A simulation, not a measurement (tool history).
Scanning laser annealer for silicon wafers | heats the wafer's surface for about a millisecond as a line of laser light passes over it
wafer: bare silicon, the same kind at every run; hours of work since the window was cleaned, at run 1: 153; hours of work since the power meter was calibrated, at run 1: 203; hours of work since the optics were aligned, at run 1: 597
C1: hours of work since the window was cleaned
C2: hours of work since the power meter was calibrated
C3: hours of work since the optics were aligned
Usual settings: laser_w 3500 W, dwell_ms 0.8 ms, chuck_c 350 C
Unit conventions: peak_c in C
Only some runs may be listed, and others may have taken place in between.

{"run": 1, "day": 0.0, "laser_w": 3500, "dwell_ms": 0.8, "chuck_c": 350, "C1": 153, "C2": 203, "C3": 597, "peak_c": 1053}
{"run": 2, "day": 0.204, "laser_w": 3500, "dwell_ms": 0.8, "chuck_c": 350, "C1": 156, "C2": 206, "C3": 600, "peak_c": 1050}
{"run": 3, "day": 0.5, "laser_w": 3500, "dwell_ms": 0.8, "chuck_c": 350, "C1": 160, "C2": 210, "C3": 605, "peak_c": 1049}
{"run": 4, "day": 0.75, "laser_w": 3500, "dwell_ms": 0.8, "chuck_c": 350, "C1": 163, "C2": 214, "C3": 608, "peak_c": 1048}
{"run": 5, "day": 0.954, "laser_w": 3500, "dwell_ms": 0.8, "chuck_c": 350, "C1": 166, "C2": 217, "C3": 611, "peak_c": 1049}
{"run": 6, "day": 1.279, "laser_w": 3761, "dwell_ms": 0.75, "chuck_c": 383, "C1": 171, "C2": 222, "C3": 616, "peak_c": 1104}
{"day": 1.521, "done": "optics aligned, line set to its width"}
{"run": 7, "day": 1.775, "laser_w": 3424, "dwell_ms": 0.8, "chuck_c": 340, "C1": 175, "C2": 226, "C3": 4, "peak_c": 1020}
{"run": 8, "day": 1.962, "laser_w": 3156, "dwell_ms": 0.798, "chuck_c": 350, "C1": 178, "C2": 228, "C3": 6, "peak_c": 980}
{"run": 9, "day": 2.217, "laser_w": 3706, "dwell_ms": 0.66, "chuck_c": 373, "C1": 182, "C2": 232, "C3": 10, "peak_c": 1035}
{"run": 10, "day": 2.579, "laser_w": 3500, "dwell_ms": 0.833, "chuck_c": 316, "C1": 187, "C2": 237, "C3": 15, "peak_c": 1027}

Forecast each of these 4 alternatives for the next run:
{"run": "A", "day": 2.746, "laser_w": 3575, "dwell_ms": 0.714, "chuck_c": 350, "C1": 189, "C2": 240, "C3": 18, "peak_c": "?"}
{"run": "B", "day": 2.746, "laser_w": 3358, "dwell_ms": 0.8, "chuck_c": 350, "C1": 189, "C2": 240, "C3": 18, "peak_c": "?"}
{"run": "C", "day": 2.746, "laser_w": 3349, "dwell_ms": 0.833, "chuck_c": 388, "C1": 189, "C2": 240, "C3": 18, "peak_c": "?"}
{"run": "D", "day": 2.746, "laser_w": 3823, "dwell_ms": 0.833, "chuck_c": 389, "C1": 189, "C2": 240, "C3": 18, "peak_c": "?"}

run=A peak_c=1018
run=B peak_c=1018
run=C peak_c=1072
run=D peak_c=1158
With the hidden condition removed and each run's random variation left untouched, the same runs would have given:
run=A peak_c=1037
run=B peak_c=1037
run=C peak_c=1091
run=D peak_c=1180
